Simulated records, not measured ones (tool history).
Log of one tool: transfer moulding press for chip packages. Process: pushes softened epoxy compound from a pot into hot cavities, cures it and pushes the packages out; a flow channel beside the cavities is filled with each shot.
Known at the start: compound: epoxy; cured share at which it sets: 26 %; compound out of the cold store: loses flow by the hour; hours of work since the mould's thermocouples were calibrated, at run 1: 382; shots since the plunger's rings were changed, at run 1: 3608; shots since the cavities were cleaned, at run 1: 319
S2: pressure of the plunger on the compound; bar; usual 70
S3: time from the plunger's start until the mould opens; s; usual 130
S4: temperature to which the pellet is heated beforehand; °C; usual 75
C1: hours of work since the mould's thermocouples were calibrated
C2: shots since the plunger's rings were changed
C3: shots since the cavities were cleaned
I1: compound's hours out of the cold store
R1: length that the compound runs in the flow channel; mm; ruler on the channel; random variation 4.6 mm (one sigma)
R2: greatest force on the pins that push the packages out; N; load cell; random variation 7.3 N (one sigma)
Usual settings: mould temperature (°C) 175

Run 1, hour 0: usual settings; C1 382; C2 3608; C3 319; I1 43.8. Result: R1 418 mm, R2 401 N.
Run 2, hour 34.9: usual settings; C1 406; C2 3943; C3 654; I1 39.3. Result: R1 415 mm, R2 464 N.
At hour 67.6: mould's thermocouples calibrated.
At hour 69.1: cavities cleaned with cleaning compound and waxed.
Run 3, hour 77: usual settings; C1 5; C2 4313; C3 75; I1 16.7. Result: R1 481 mm, R2 351 N.
Run 4, hour 118.7: usual settings but S3 170 s; C1 35; C2 4714; C3 476; I1 30.2. Result: R1 439 mm, R2 362 N.
At hour 171.7: cavities cleaned with cleaning compound and waxed.
Run 5, hour 172.3: usual settings but S3 170 s; C1 71; C2 5215; C3 5; I1 14.8. Result: R1 469 mm, R2 261 N.
Run 6, hour 225.5: usual settings but S3 170 s, S4 71 °C; C1 108; C2 5726; C3 516; I1 28.6. Result: R1 424 mm, R2 357 N.
Run 7, hour 250.7: usual settings; C1 126; C2 5968; C3 758; I1 23.4. Result: R1 444 mm, R2 480 N.
At hour 271.5: cavities cleaned with cleaning compound and waxed.
Run 8, hour 304.3: usual settings but mould temperature (°C) 170, S2 62.1 bar, S3 110 s, S4 68 °C; C1 162; C2 6469; C3 315; I1 29.9. Result: R1 405 mm, R2 749 N.
At hour 318.1: plunger's sealing rings changed.
Run 9, hour 352.9: usual settings but S2 68.8 bar, S4 84 °C; C1 194; C2 335; C3 758; I1 43.4. Result: R1 433 mm, R2 435 N.
At hour 373.8: cavities cleaned with cleaning compound and waxed.
Run 10, hour 376.5: usual settings but S4 77 °C; C1 210; C2 548; C3 26; I1 31.8. Result: R1 478 mm, R2 318 N.
Run 11, hour 413.8: usual settings but mould temperature (°C) 178, S2 81.6 bar, S3 115 s, S4 66 °C; C1 236; C2 905; C3 383; I1 40.5. Result: R1 474 mm, R2 426 N.
Run 12, hour 445.4: usual settings but mould temperature (°C) 169, S2 78.9 bar; C1 258; C2 1209; C3 687; I1 32.5. Result: R1 503 mm, R2 644 N.
At hour 473.4: cavities cleaned with cleaning compound and waxed.
Run 13, hour 486.6: usual settings but S2 86.6 bar; C1 286; C2 1591; C3 127; I1 11.5. Result: R1 591 mm, R2 355 N.
Run 14, hour 527.9: usual settings but S2 58.2 bar; C1 315; C2 1988; C3 524; I1 33.8. Result: R1 408 mm, R2 437 N.

Forecast each of these 3 alternatives for the next run:
Run A, hour 551.4: usual settings but S2 74.2 bar, S3 114 s; C1 331; C2 2213; C3 749; I1 22.2. Result: R1 ?, R2 ?.
Run B, hour 551.4: usual settings but S2 55.6 bar, S3 128 s, S4 73 °C; C1 331; C2 2213; C3 749; I1 27.5. Result: R1 ?, R2 ?.
Run C, hour 551.4: usual settings but mould temperature (°C) 168, S2 58.2 bar; C1 331; C2 2213; C3 749; I1 35.9. Result: R1 ?, R2 ?.

run   R1   R2
  A  501  587
  B  419  463
  C  419  677
Without the tool's hidden state the same runs would have given:
run   R1   R2
  A  526  400
  B  440  310
  C  440  464

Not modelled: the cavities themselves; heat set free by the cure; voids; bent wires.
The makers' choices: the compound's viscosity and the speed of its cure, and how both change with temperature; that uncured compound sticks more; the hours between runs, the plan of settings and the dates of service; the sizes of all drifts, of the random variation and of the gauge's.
